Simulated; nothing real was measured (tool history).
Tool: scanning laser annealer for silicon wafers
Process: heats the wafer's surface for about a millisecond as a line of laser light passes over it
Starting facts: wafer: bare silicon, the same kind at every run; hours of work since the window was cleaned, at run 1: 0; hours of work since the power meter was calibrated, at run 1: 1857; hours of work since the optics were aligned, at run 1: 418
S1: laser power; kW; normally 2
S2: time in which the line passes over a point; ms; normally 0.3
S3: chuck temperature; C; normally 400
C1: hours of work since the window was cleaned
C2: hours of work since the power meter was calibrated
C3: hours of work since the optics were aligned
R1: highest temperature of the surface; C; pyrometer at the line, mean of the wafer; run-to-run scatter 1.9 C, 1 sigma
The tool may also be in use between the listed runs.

run	day	S1	S2	S3	C1	C2	C3	R1
1	0	2	0.3	400	0	1857	418	1192
2	3.1	2	0.3	400	52	1909	470	1193
3	5.588	2	0.3	400	93	1950	511	1189
4	8.708	2	0.3	400	145	2002	563	1188
5	12.429	2	0.3	400	207	2064	625	1181
6	15.221	2	0.3	400	254	2111	672	1179
7	18.492	2	0.3	400	308	2165	726	1183
8	21.812	2	0.302	400	363	2221	782	1182
9	25.838	2	0.302	400	430	2288	849	1179
# day 28.279: window over the wafer cleaned
10	29.838	2	0.247	400	26	2353	914	1107
11	33.796	2	0.344	400	92	2419	980	1244
# day 35.879: optics aligned, line set to its width
12	38.042	2	0.324	413	159	2486	36	1233

Hidden condition of the tool, last listed run before each entry between runs versus first listed run after:
In the gap between runs 9 and 10: window over the wafer cleaned (day 28.279)
  light that passes the window, % of a clean one's: 98.27 -> 99.63; laser's true power over the reading, %: -1.69 -> -1.73; width of the line over the set one, %: 1.11 -> 1.18
  difference, measured minus the result without the unlogged condition, R1: -28 -> -17 C
In the gap between runs 11 and 12: optics aligned, line set to its width (day 35.879)
  light that passes the window, % of a clean one's: 99.37 -> 99.1; laser's true power over the reading, %: -1.77 -> -1.81; width of the line over the set one, %: 1.24 -> 0.06
  difference, measured minus the result without the unlogged condition, R1: -23 -> -21 C
